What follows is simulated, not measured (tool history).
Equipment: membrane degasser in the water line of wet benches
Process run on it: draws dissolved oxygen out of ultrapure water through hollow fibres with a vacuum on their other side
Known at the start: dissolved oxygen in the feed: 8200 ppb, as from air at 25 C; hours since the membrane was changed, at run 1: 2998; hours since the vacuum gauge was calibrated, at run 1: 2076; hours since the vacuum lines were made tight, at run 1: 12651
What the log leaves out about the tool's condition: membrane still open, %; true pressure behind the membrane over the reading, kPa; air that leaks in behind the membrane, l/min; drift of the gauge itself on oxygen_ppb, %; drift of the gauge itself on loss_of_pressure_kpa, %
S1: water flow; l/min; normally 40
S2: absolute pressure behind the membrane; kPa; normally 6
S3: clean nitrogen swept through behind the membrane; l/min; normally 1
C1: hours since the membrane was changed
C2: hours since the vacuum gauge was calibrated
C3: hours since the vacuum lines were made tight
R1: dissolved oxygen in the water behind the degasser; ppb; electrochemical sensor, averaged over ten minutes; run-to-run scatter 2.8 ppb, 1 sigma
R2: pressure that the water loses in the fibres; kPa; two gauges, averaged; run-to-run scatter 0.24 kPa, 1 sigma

run    hour  S1     S2    S3    C1    C2     C3      R1     R2
  1       0  40      6     1  2998  2076  12651   272.8  61.31
  2     153  40      6     1  3151  2229  12804   273.3  60.85
  3   338.3  40    4.4     1  3337  2414  12989   151.1  61.36
  4   516.9  40    4.4     1  3515  2593  13168   151.7  61.29
  5   639.7  40    4.4     1  3638  2715  13291     152  61.15
      655.9  -- seals of the vacuum lines changed
  6   765.8  40      6     1  3762  2840    110     274  61.16
  7   954.8  40      6     1  3951  3029    299     281  61.77
  8  1077.7  40   6.85     1  4074  3151    422   337.1  61.56
  9  1179.5  40   6.85     1  4176  3253    524   338.4  61.34
 10  1338.2  25      6     1  4335  3412    682   157.8  38.53
 11  1474.2  28   7.35     1  4471  3548    818   252.3  42.74
 12  1617.9  39   5.01  1.69  4614  3692    962   141.6  60.43
 13  1753.9  40      6   1.2  4750  3828   1098   245.8  61.69
 14  1854.9  50  12.58  0.55  4851  3929   1199  1328.2  77.17
 15  1978.4  40   4.87   0.6  4975  4052   1323   249.2  61.61
 16    2058  32  14.71   0.6  5055  4132   1402  1059.8  49.45
 17  2190.4  32  14.71   0.6  5187  4264   1534  1048.7  49.78

Some steps in R2 between neighbouring runs. How much of each would the tool show without its hidden state too (settings, what came in, random variation), and how much is left for the hidden state, with any gauge scatter that isn't in both results?
Run 9 -> 10: S1 40 -> 25, S2 6.85 -> 6. R2 -22.81 kPa: hidden state -0.13, all else -22.68.
Run 11 -> 12: S1 28 -> 39, S2 7.35 -> 5.01, S3 1 -> 1.69. R2 +17.69 kPa: hidden state +0.21, all else +17.48.
